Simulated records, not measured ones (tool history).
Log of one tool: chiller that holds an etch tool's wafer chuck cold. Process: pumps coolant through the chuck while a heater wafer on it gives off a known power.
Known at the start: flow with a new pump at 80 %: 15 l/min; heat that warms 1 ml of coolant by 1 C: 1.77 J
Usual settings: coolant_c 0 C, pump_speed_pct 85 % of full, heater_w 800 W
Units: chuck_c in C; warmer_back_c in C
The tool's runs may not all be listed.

| run | day | coolant_c | pump_speed_pct | heater_w | chuck_c | warmer_back_c |
|---|---|---|---|---|---|---|
| 1 | 0 | 0 | 85 | 800 | 8.4 | 1.72 |
|  | 0.967 | coolant changed, channels flushed |
| 2 | 1.412 | 0 | 85 | 800 | 8.4 | 1.66 |
| 3 | 3.104 | 0 | 85 | 800 | 8.3 | 1.64 |
| 4 | 4.258 | 0 | 85 | 800 | 8.2 | 1.62 |
| 5 | 5.642 | 0 | 85 | 800 | 8.3 | 1.6 |
| 6 | 6.717 | 0 | 85 | 800 | 8.4 | 1.54 |
| 7 | 8.104 | 0 | 85 | 800 | 8.6 | 1.58 |
| 8 | 9.75 | 0 | 85 | 800 | 8.3 | 1.57 |
| 9 | 10.858 | 0 | 85 | 800 | 8.4 | 1.55 |
| 10 | 12.296 | 0 | 85 | 800 | 8.3 | 1.55 |
| 11 | 13.779 | 0 | 85 | 440 | 4.6 | 0.64 |
| 12 | 14.862 | 0 | 91 | 800 | 8.1 | 1.34 |
| 13 | 15.971 | 0 | 91 | 800 | 8 | 1.32 |
| 14 | 17.679 | 0 | 85 | 800 | 8.3 | 1.35 |
| 15 | 19.104 | 0 | 75 | 800 | 9.1 | 1.61 |
| 16 | 20.3 | 0 | 85 | 800 | 8.4 | 1.34 |
| 17 | 21.208 | 0 | 64 | 800 | 9.8 | 1.88 |
| 18 | 22.9 | 8 | 63 | 714 | 16.9 | 1.63 |
| 19 | 23.65 | 4 | 71 | 554 | 10.5 | 0.97 |
| 20 | 25.033 | -10 | 90 | 800 | -1.9 | 1.23 |
| 21 | 26.042 | -10 | 90 | 1063 | 0.8 | 1.71 |
| 22 | 27.712 | -8 | 62 | 466 | -2 | 0.91 |
|  | 28.262 | gauge calibrated |
| 23 | 28.533 | 7 | 62 | 466 | 12.8 | 1.35 |
| 24 | 29.946 | 7 | 62 | 466 | 12.9 | 1.32 |
| 25 | 31.275 | -9 | 85 | 667 | -1.9 | 1.37 |
| 26 | 32.246 | -5 | 97 | 841 | 3.2 | 1.52 |
| 27 | 33.833 | 0 | 91 | 702 | 7.1 | 1.3 |
| 28 | 35.367 | -8 | 83 | 702 | -0.5 | 1.38 |
| 29 | 36.229 | -2 | 72 | 929 | 8.7 | 2.15 |
| 30 | 37.517 | -4 | 87 | 929 | 5.6 | 1.81 |
| 31 | 38.871 | -7 | 88 | 702 | 0.1 | 1.27 |

5 ways to go on from here, each from the tool as it stands after run 31. What would each give?
| A | 39.708 | 0 | 84 | 617 | ? | ? |
| B | 39.708 | -6 | 88 | 702 | ? | ? |
| C | 39.708 | 9 | 98 | 689 | ? | ? |
| D | 39.708 | 5 | 70 | 702 | ? | ? |
| E | 39.708 | -7 | 88 | 506 | ? | ? |

| run | chuck_c | warmer_back_c |
|---|---|---|
| A | 6.4 | 1.11 |
| B | 1.2 | 1.23 |
| C | 15.7 | 1.12 |
| D | 13.3 | 1.56 |
| E | -1.9 | 0.84 |
Without the tool's hidden state the same runs would have given:
| run | chuck_c | warmer_back_c |
|---|---|---|
| A | 6.4 | 1.31 |
| B | 1.2 | 1.42 |
| C | 15.7 | 1.31 |
| D | 13.3 | 1.75 |
| E | -1.9 | 1.04 |
